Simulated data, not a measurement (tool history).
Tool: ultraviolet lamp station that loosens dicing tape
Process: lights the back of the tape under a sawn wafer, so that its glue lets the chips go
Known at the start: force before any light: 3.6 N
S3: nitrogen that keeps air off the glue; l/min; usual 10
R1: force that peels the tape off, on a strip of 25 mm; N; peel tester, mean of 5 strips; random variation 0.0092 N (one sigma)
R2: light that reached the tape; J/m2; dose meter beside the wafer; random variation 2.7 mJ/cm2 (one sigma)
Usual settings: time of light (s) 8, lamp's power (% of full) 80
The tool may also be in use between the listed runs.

Run 1, hour 0.0: usual settings. Result: R1 0.412 N, R2 3380 J/m2.
Run 2, hour 5.3: usual settings but time of light (s) 12. Result: R1 0.291 N, R2 5080 J/m2.
Run 3, hour 12.5: usual settings but time of light (s) 12. Result: R1 0.282 N, R2 5060 J/m2.
Run 4, hour 18.3: usual settings but time of light (s) 12. Result: R1 0.281 N, R2 5040 J/m2.
Run 5, hour 25.6: usual settings but time of light (s) 12. Result: R1 0.279 N, R2 4970 J/m2.
Run 6, hour 35.0: usual settings but time of light (s) 12. Result: R1 0.284 N, R2 5020 J/m2.
Run 7, hour 41.7: usual settings but lamp's power (% of full) 62. Result: R1 0.605 N, R2 2600 J/m2.
Run 8, hour 50.9: usual settings but S3 8 l/min. Result: R1 0.446 N, R2 3330 J/m2.
Run 9, hour 58.6: usual settings but S3 8 l/min. Result: R1 0.467 N, R2 3300 J/m2.
Run 10, hour 63.5: usual settings but S3 8 l/min. Result: R1 0.429 N, R2 3350 J/m2.
Run 11, hour 71.8: usual settings but lamp's power (% of full) 77. Result: R1 0.443 N, R2 3190 J/m2.
Run 12, hour 81.5: usual settings but S3 7 l/min. Result: R1 0.473 N, R2 3300 J/m2.
Run 13, hour 86.4: usual settings. Result: R1 0.419 N, R2 3240 J/m2.
Run 14, hour 93.5: usual settings. Result: R1 0.435 N, R2 3250 J/m2.
Run 15, hour 98.8: usual settings but time of light (s) 5. Result: R1 0.806 N, R2 2040 J/m2.
Run 16, hour 106.3: usual settings but time of light (s) 5. Result: R1 0.789 N, R2 1990 J/m2.
Run 17, hour 115.5: usual settings but time of light (s) 4, lamp's power (% of full) 82, S3 17 l/min. Result: R1 0.909 N, R2 1670 J/m2.
Run 18, hour 123.0: usual settings but time of light (s) 6, lamp's power (% of full) 60, S3 12 l/min. Result: R1 0.868 N, R2 1820 J/m2.
Run 19, hour 132.6: usual settings but lamp's power (% of full) 82, S3 16 l/min. Result: R1 0.406 N, R2 3280 J/m2.
Run 20, hour 137.7: usual settings but lamp's power (% of full) 92, S3 5 l/min. Result: R1 0.440 N, R2 3710 J/m2.
Run 21, hour 141.8: usual settings but lamp's power (% of full) 93, S3 4 l/min. Result: R1 0.504 N, R2 3730 J/m2.
Run 22, hour 148.4: usual settings but time of light (s) 15, lamp's power (% of full) 66, S3 7 l/min. Result: R1 0.296 N, R2 4890 J/m2.
Run 23, hour 154.9: usual settings but time of light (s) 9, lamp's power (% of full) 68. Result: R1 0.492 N, R2 3050 J/m2.
Run 24, hour 163.4: usual settings but time of light (s) 5. Result: R1 0.832 N, R2 1980 J/m2.
Run 25, hour 167.5: usual settings but time of light (s) 11, lamp's power (% of full) 65, S3 18 l/min. Result: R1 0.352 N, R2 3570 J/m2.
Run 26, hour 176.6: usual settings but time of light (s) 13, lamp's power (% of full) 70, S3 18 l/min. Result: R1 0.276 N, R2 4480 J/m2.
Run 27, hour 185.2: usual settings but time of light (s) 4, lamp's power (% of full) 98, S3 4 l/min. Result: R1 1.104 N, R2 1900 J/m2.
Run 28, hour 191.0: usual settings but time of light (s) 4, lamp's power (% of full) 79, S3 4 l/min. Result: R1 1.387 N, R2 1510 J/m2.
Run 29, hour 200.5: usual settings but time of light (s) 5, lamp's power (% of full) 68. Result: R1 1.028 N, R2 1650 J/m2.

Some steps in R1 between neighbouring runs. How much of each would the tool show without its hidden state too (settings, what came in, random variation), and how much is left for the hidden state, with any gauge scatter that isn't in both results?
The hidden state here: lamp's light, % of a new lamp's; light that the window lets through, % of a clean one's; drift of the gauge itself on peel_n, %; drift of the gauge itself on dose_mj_cm2, %.
Run 24 -> 25: time of light (s) 5 -> 11, lamp's power (% of full) 80 -> 65, S3 10 -> 18. R1 -0.480 N: hidden state -0.081, all else -0.399.
Run 26 -> 27: time of light (s) 13 -> 4, lamp's power (% of full) 70 -> 98, S3 18 -> 4. R1 +0.828 N: hidden state +0.133, all else +0.695.
